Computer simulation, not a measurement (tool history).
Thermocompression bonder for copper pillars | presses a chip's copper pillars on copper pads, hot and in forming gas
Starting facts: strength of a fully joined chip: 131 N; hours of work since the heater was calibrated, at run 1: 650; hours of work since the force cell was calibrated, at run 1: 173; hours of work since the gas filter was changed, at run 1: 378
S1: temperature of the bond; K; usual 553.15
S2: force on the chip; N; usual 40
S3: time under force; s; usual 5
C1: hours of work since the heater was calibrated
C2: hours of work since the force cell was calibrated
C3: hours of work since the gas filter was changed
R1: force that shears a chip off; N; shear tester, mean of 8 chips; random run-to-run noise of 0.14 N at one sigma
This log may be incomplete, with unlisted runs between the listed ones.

run 1 hour=0 | S1=553.15 S2=40 S3=5 | C1=650 C2=173 C3=378 | R1=46.7
run 2 hour=11.2 | S1=553.15 S2=40 S3=5 | C1=659 C2=182 C3=387 | R1=46.8
run 3 hour=18.4 | S1=553.15 S2=40 S3=5 | C1=665 C2=188 C3=393 | R1=46.3
run 4 hour=27.2 | S1=553.15 S2=40 S3=5 | C1=672 C2=195 C3=400 | R1=46.4
run 5 hour=33.9 | S1=553.15 S2=40 S3=5 | C1=677 C2=200 C3=405 | R1=46.4
run 6 hour=38.7 | S1=553.15 S2=40 S3=5 | C1=681 C2=204 C3=409 | R1=46.3
run 7 hour=43.4 | S1=553.15 S2=40 S3=5 | C1=684 C2=207 C3=412 | R1=46.4
run 8 hour=50.1 | S1=553.15 S2=40 S3=5 | C1=690 C2=212 C3=418 | R1=46.5
run 9 hour=57.4 | S1=553.15 S2=40 S3=5 | C1=695 C2=218 C3=423 | R1=46.2
run 10 hour=68.3 | S1=553.15 S2=25 S3=5 | C1=704 C2=227 C3=432 | R1=36
run 11 hour=79.2 | S1=553.15 S2=25 S3=5 | C1=712 C2=235 C3=440 | R1=36.3
run 12 hour=84.5 | S1=553.15 S2=40 S3=5 | C1=717 C2=239 C3=445 | R1=46
-- hour=85.9 forming gas filter changed
run 13 hour=95.2 | S1=535.15 S2=40 S3=5 | C1=724 C2=247 C3=7 | R1=34.6
run 14 hour=101.7 | S1=533.15 S2=40 S3=5 | C1=730 C2=253 C3=12 | R1=33.4
run 15 hour=107.8 | S1=553.15 S2=40 S3=15 | C1=734 C2=257 C3=17 | R1=69.2
run 16 hour=114.7 | S1=553.15 S2=40 S3=15 | C1=740 C2=263 C3=23 | R1=68.9
run 17 hour=125.2 | S1=553.15 S2=40 S3=15 | C1=748 C2=271 C3=31 | R1=68.8
run 18 hour=136.8 | S1=553.15 S2=40 S3=5 | C1=757 C2=280 C3=40 | R1=45.9
run 19 hour=145.9 | S1=553.15 S2=40 S3=5 | C1=764 C2=287 C3=47 | R1=45.8
-- hour=152.9 gauge calibrated
run 20 hour=156.3 | S1=553.15 S2=40 S3=5 | C1=772 C2=295 C3=55 | R1=46.7
run 21 hour=165.7 | S1=553.15 S2=25 S3=5 | C1=780 C2=303 C3=62 | R1=36.7
run 22 hour=172.4 | S1=553.15 S2=40 S3=3 | C1=785 C2=308 C3=68 | R1=37.7
run 23 hour=177.8 | S1=553.15 S2=40 S3=3 | C1=789 C2=312 C3=72 | R1=37.7
run 24 hour=184.2 | S1=553.15 S2=40 S3=3 | C1=794 C2=317 C3=77 | R1=37.9
run 25 hour=190.9 | S1=577.15 S2=26 S3=9 | C1=799 C2=322 C3=82 | R1=65.2
run 26 hour=202.1 | S1=570.15 S2=40 S3=5 | C1=808 C2=331 C3=91 | R1=58.8
run 27 hour=209.7 | S1=570.15 S2=40 S3=5 | C1=814 C2=337 C3=97 | R1=58.7
run 28 hour=218.2 | S1=570.15 S2=40 S3=5 | C1=821 C2=344 C3=104 | R1=58.6
run 29 hour=224.5 | S1=574.15 S2=26 S3=7 | C1=826 C2=349 C3=109 | R1=57.3
run 30 hour=233.3 | S1=574.15 S2=26 S3=7 | C1=833 C2=356 C3=115 | R1=57.2
run 31 hour=239 | S1=553.15 S2=59 S3=5 | C1=837 C2=360 C3=120 | R1=55.7
run 32 hour=244.3 | S1=529.15 S2=37 S3=12 | C1=841 C2=364 C3=124 | R1=43.4
run 33 hour=252.4 | S1=529.15 S2=37 S3=12 | C1=848 C2=370 C3=130 | R1=43.2
run 34 hour=262.4 | S1=548.15 S2=40 S3=5 | C1=855 C2=378 C3=138 | R1=42.8
run 35 hour=273.6 | S1=574.15 S2=40 S3=8 | C1=864 C2=387 C3=147 | R1=71.6
run 36 hour=285.3 | S1=574.15 S2=40 S3=8 | C1=873 C2=396 C3=156 | R1=72.1
run 37 hour=295 | S1=534.15 S2=27 S3=5 | C1=881 C2=404 C3=164 | R1=27.3
run 38 hour=301.4 | S1=534.15 S2=27 S3=5 | C1=886 C2=409 C3=169 | R1=27.3
run 39 hour=312.8 | S1=542.15 S2=38 S3=4 | C1=895 C2=418 C3=178 | R1=34.4
run 40 hour=321.5 | S1=560.15 S2=40 S3=5 | C1=902 C2=425 C3=184 | R1=50.5
run 41 hour=331 | S1=560.15 S2=40 S3=6 | C1=909 C2=432 C3=192 | R1=54

Below, some changes in R1 between adjacent runs. For each, the amount present without the hidden state too (settings, incoming material, random variation) and the amount remaining for the hidden state with gauge scatter not shared by both compared results:
What the log doesn't record here: true temperature of the bond over the reading, C; force that reaches the chip, % of what is set; oxide that the forming gas leaves, % of the face; drift of the gauge itself on shear_n, %.
Run 14 -> 15: S1 533.15 -> 553.15, S3 5 -> 15. R1 +35.8 N: hidden state -0.5, all else +36.3.
Run 19 -> 20: gauge calibrated. R1 +0.9 N: hidden state +0.8, all else +0.1.
Run 34 -> 35: S1 548.15 -> 574.15, S3 5 -> 8. R1 +28.8 N: hidden state -0.5, all else +29.3.
Run 36 -> 37: S1 574.15 -> 534.15, S2 40 -> 27, S3 8 -> 5. R1 -44.8 N: hidden state +0.7, all else -45.5.
